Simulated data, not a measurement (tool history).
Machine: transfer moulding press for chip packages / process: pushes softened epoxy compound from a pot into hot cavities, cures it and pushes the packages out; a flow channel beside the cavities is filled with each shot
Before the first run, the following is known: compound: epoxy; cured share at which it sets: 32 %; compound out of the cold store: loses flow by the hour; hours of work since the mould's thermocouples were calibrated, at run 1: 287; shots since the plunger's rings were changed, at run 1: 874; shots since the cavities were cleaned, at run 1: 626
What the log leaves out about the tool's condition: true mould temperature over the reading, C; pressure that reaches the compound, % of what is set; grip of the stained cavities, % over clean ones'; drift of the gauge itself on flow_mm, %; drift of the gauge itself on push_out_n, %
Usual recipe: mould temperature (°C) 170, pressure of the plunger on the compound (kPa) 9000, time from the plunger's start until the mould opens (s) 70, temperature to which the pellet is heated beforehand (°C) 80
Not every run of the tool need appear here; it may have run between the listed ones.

run   hour  mould temperature (°C)  pressure of the plunger on the compound (kPa)  time from the plunger's start until the mould opens (s)  temperature to which the pellet is heated beforehand (°C)  hours of work since the mould's thermocouples were calibrated  shots since the plunger's rings were changed  shots since the cavities were cleaned  incoming compound's hours out of the cold store  length that the compound runs in the flow channel (mm)  greatest force on the pins that push the packages out (N)
  1    0.0                     170                                           9000                                                       70                                                         80                                                            287                                           874                                    626                                             16.7                                                     893                                                        523
      31.0  -- cavities cleaned with cleaning compound and waxed
  2   33.0                     170                                           9000                                                       70                                                         80                                                            304                                          1273                                     26                                             18.7                                                     876                                                        409
  3   62.7                     170                                           9000                                                       70                                                         80                                                            320                                          1647                                    400                                             42.1                                                     761                                                        455
  4   91.8                     170                                           9000                                                       70                                                         80                                                            336                                          2017                                    770                                             35.4                                                     791                                                        505
  5  107.3                     170                                           9000                                                       70                                                         80                                                            344                                          2212                                    965                                             14.1                                                     898                                                        583
     112.5  -- cavities cleaned with cleaning compound and waxed
  6  140.3                     170                                           9000                                                       70                                                         80                                                            362                                          2610                                    351                                             37.5                                                     775                                                        459
  7  168.2                     170                                           9000                                                       69                                                         80                                                            377                                          2964                                    705                                             43.7                                                     744                                                        503
     195.3  -- cavities cleaned with cleaning compound and waxed
  8  202.6                     170                                           9000                                                       70                                                         76                                                            395                                          3380                                     93                                             28.0                                                     815                                                        434
     217.6  -- plunger's sealing rings changed
  9  229.3                     170                                           9000                                                       70                                                         80                                                            408                                           149                                    399                                             44.1                                                     763                                                        466
 10  257.1                     170                                           9000                                                       52                                                         80                                                            423                                           500                                    750                                             24.7                                                     855                                                       1062
     277.6  -- cavities cleaned with cleaning compound and waxed
 11  283.5                     170                                           9000                                                       58                                                         80                                                            437                                           815                                     75                                             47.1                                                     746                                                        572
 12  312.8                     170                                           9000                                                       58                                                         80                                                            453                                          1185                                    445                                             24.1                                                     853                                                        780
 13  338.6                     170                                           9000                                                       70                                                         79                                                            467                                          1512                                    772                                             29.4                                                     825                                                        552
     357.5  -- cavities cleaned with cleaning compound and waxed
 14  367.2                     170                                           9000                                                       69                                                         79                                                            481                                          1854                                    122                                             23.1                                                     854                                                        464
 15  390.6                     170                                           9000                                                       69                                                         79                                                            494                                          2149                                    417                                             12.7                                                     906                                                        536
 16  410.1                     171                                           9000                                                       70                                                         80                                                            505                                          2397                                    665                                             47.8                                                     731                                                        470
     437.8  -- cavities cleaned with cleaning compound and waxed
 17  442.2                     170                                           8040                                                       75                                                         80                                                            522                                          2784                                     56                                             19.5                                                     815                                                        369
     450.0  -- mould's thermocouples calibrated
 18  476.4                     170                                           9000                                                       55                                                         82                                                             14                                          3190                                    462                                             43.8                                                     739                                                        739
 19  500.0                     170                                           9000                                                       81                                                         80                                                             27                                          3490                                    762                                              8.8                                                     915                                                        443
     504.2  -- plunger's sealing rings changed
 20  519.3                     170                                          10380                                                       70                                                         83                                                             36                                           190                                    973                                             14.6                                                     974                                                        513
     523.0  -- cavities cleaned with cleaning compound and waxed
 21  551.4                     177                                           9000                                                       70                                                         73                                                             53                                           578                                    359                                             29.1                                                     808                                                        354
 22  581.3                     175                                           9000                                                       90                                                         80                                                             69                                           956                                    737                                             44.3                                                     743                                                        383
 23  598.8                     175                                           9000                                                       56                                                         80                                                             79                                          1177                                    958                                             19.0                                                     861                                                        617
     603.7  -- cavities cleaned with cleaning compound and waxed
 24  628.3                     175                                           9000                                                       63                                                         81                                                             94                                          1531                                    311                                             35.2                                                     775                                                        405
 25  645.9                     170                                           8650                                                       68                                                         83                                                            104                                          1754                                    534                                              8.1                                                     915                                                        552
 26  675.4                     170                                           8650                                                       68                                                         83                                                            120                                          2127                                    907                                             16.9                                                     865                                                        554
     684.7  -- cavities cleaned with cleaning compound and waxed
 27  711.1                     175                                          10920                                                       70                                                         78                                                            139                                          2559                                    333                                             12.1                                                     973                                                        376

For each entry between runs, how does the tool's hidden state at the last listed run before it compare with that at the first listed run after it?
Run 1 -> run 2: cavities cleaned with cleaning compound and waxed (hour 31.0)
  true mould temperature over the reading, C: -0.67 -> -0.7; pressure that reaches the compound, % of what is set: 98.13 -> 97.39; grip of the stained cavities, % over clean ones': 32.3 -> 2.3
  measured less the result without the state, length that the compound runs in the flow channel (mm): -6 -> -10; greatest force on the pins that push the packages out (N): +143 -> +26
Run 5 -> run 6: cavities cleaned with cleaning compound and waxed (hour 112.5)
  true mould temperature over the reading, C: -0.76 -> -0.78; pressure that reaches the compound, % of what is set: 95.74 -> 95.05; grip of the stained cavities, % over clean ones': 40.1 -> 24.2
  measured less the result without the state, length that the compound runs in the flow channel (mm): -17 -> -18; greatest force on the pins that push the packages out (N): +185 -> +106
Run 7 -> run 8: cavities cleaned with cleaning compound and waxed (hour 195.3)
  true mould temperature over the reading, C: -0.8 -> -0.83; pressure that reaches the compound, % of what is set: 94.39 -> 93.64; grip of the stained cavities, % over clean ones': 36.3 -> 9
  measured less the result without the state, length that the compound runs in the flow channel (mm): -20 -> -25; greatest force on the pins that push the packages out (N): +150 -> +55
Run 8 -> run 9: plunger's sealing rings changed (hour 217.6)
  true mould temperature over the reading, C: -0.83 -> -0.85; pressure that reaches the compound, % of what is set: 93.64 -> 99.67; grip of the stained cavities, % over clean ones': 9 -> 24.7
  measured less the result without the state, length that the compound runs in the flow channel (mm): -25 -> +1; greatest force on the pins that push the packages out (N): +55 -> +107
Run 10 -> run 11: cavities cleaned with cleaning compound and waxed (hour 277.6)
  true mould temperature over the reading, C: -0.87 -> -0.89; pressure that reaches the compound, % of what is set: 99.07 -> 98.47; grip of the stained cavities, % over clean ones': 36.6 -> 5.6
  measured less the result without the state, length that the compound runs in the flow channel (mm): -1 -> -3; greatest force on the pins that push the packages out (N): +326 -> +64
Run 13 -> run 14: cavities cleaned with cleaning compound and waxed (hour 357.5)
  true mould temperature over the reading, C: -0.93 -> -0.96; pressure that reaches the compound, % of what is set: 97.23 -> 96.6; grip of the stained cavities, % over clean ones': 36.6 -> 10.7
  measured less the result without the state, length that the compound runs in the flow channel (mm): -9 -> -11; greatest force on the pins that push the packages out (N): +168 -> +68
Run 16 -> run 17: cavities cleaned with cleaning compound and waxed (hour 437.8)
  true mould temperature over the reading, C: -0.99 -> -1.01; pressure that reaches the compound, % of what is set: 95.62 -> 94.86; grip of the stained cavities, % over clean ones': 34.1 -> 6.1
  measured less the result without the state, length that the compound runs in the flow channel (mm): -14 -> -18; greatest force on the pins that push the packages out (N): +135 -> +39
Run 17 -> run 18: mould's thermocouples calibrated (hour 450.0)
  true mould temperature over the reading, C: -1.01 -> 0.14; pressure that reaches the compound, % of what is set: 94.86 -> 94.13; grip of the stained cavities, % over clean ones': 6.1 -> 27.3
  measured less the result without the state, length that the compound runs in the flow channel (mm): -18 -> -23; greatest force on the pins that push the packages out (N): +39 -> +152
Run 19 -> run 20: plunger's sealing rings changed (hour 504.2)
  true mould temperature over the reading, C: 0.12 -> 0.11; pressure that reaches the compound, % of what is set: 93.62 -> 99.26; grip of the stained cavities, % over clean ones': 36.5 -> 40.9
  measured less the result without the state, length that the compound runs in the flow channel (mm): -32 -> -4; greatest force on the pins that push the packages out (N): +117 -> +148
Run 20 -> run 21: cavities cleaned with cleaning compound and waxed (hour 523.0)
  true mould temperature over the reading, C: 0.11 -> 0.09; pressure that reaches the compound, % of what is set: 99.26 -> 98.58; grip of the stained cavities, % over clean ones': 40.9 -> 21.9
  measured less the result without the state, length that the compound runs in the flow channel (mm): -4 -> -6; greatest force on the pins that push the packages out (N): +148 -> +63
Run 23 -> run 24: cavities cleaned with cleaning compound and waxed (hour 603.7)
  true mould temperature over the reading, C: 0.05 -> 0.02; pressure that reaches the compound, % of what is set: 97.41 -> 96.78; grip of the stained cavities, % over clean ones': 40.8 -> 20.8
  measured less the result without the state, length that the compound runs in the flow channel (mm): -12 -> -13; greatest force on the pins that push the packages out (N): +179 -> +68
Run 26 -> run 27: cavities cleaned with cleaning compound and waxed (hour 684.7)
  true mould temperature over the reading, C: -0.01 -> -0.04; pressure that reaches the compound, % of what is set: 95.62 -> 94.73; grip of the stained cavities, % over clean ones': 40.1 -> 22.6
  measured less the result without the state, length that the compound runs in the flow channel (mm): -19 -> -26; greatest force on the pins that push the packages out (N): +161 -> +71
